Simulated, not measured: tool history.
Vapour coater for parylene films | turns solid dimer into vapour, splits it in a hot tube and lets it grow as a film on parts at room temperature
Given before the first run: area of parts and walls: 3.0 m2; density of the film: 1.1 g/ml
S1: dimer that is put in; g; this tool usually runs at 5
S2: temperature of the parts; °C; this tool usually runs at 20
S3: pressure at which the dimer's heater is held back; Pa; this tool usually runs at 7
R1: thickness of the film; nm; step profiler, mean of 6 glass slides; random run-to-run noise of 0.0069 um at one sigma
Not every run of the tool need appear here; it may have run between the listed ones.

| run | hour | S1 | S2 | S3 | R1 |
|---|---|---|---|---|---|
| 1 | 0 | 5 | 20 | 7 | 1100 |
| 2 | 12.8 | 5 | 20 | 7 | 1104 |
| 3 | 22.4 | 5 | 20 | 7 | 1106 |
| 4 | 31.2 | 5 | 20 | 7 | 1114 |
| 5 | 42.4 | 5 | 20 | 7 | 1109 |
| 6 | 56.3 | 5 | 20 | 7 | 1092 |
| 7 | 72.4 | 5 | 20 | 2.08 | 1198 |
| 8 | 83.6 | 8 | 20 | 7 | 1761 |
| 9 | 99.5 | 8 | 20 | 7 | 1763 |
| 10 | 108.6 | 8 | 20 | 7 | 1755 |
| 11 | 123.9 | 8 | 20 | 7 | 1740 |
| 12 | 140.1 | 8 | 20 | 7 | 1774 |
| 13 | 147.9 | 8 | 20 | 7 | 1758 |
| 14 | 159.2 | 8 | 20 | 7 | 1766 |
| 15 | 168 | 8 | 20 | 7 | 1769 |
| 16 | 180 | 8 | 20 | 7 | 1767 |
| 17 | 193.9 | 8 | 20 | 7 | 1774 |
| 18 | 200.4 | 8 | 20 | 7 | 1754 |
| 19 | 212.1 | 8 | 20 | 7 | 1773 |
| 20 | 227.1 | 8 | 20 | 7 | 1753 |
| 21 | 241.3 | 8 | 20 | 3.39 | 1850 |
| 22 | 248.7 | 8 | 20 | 3.39 | 1857 |
| 23 | 260.6 | 5 | 24 | 7 | 1028 |
| 24 | 271.1 | 5 | 24 | 7 | 1019 |
|  | 283.3 | trap's valve overhauled |
| 25 | 287.2 | 2 | 28 | 7 | 383 |
| 26 | 300.5 | 5 | 20 | 7 | 1105 |
| 27 | 309.4 | 4 | 20 | 7 | 875 |
| 28 | 325.1 | 4 | 20 | 7 | 882 |
| 29 | 340.2 | 4 | 20 | 7 | 879 |
| 30 | 349.6 | 5 | 13 | 10.46 | 1205 |

What will run 31 give?
| 31 | 356.5 | 2 | 20 | 5.72 | ? |

For run 31 the tool returned R1 444 nm.
With the hidden condition absent and the run-to-run variation left alone, this run would have shown R1 444 nm.
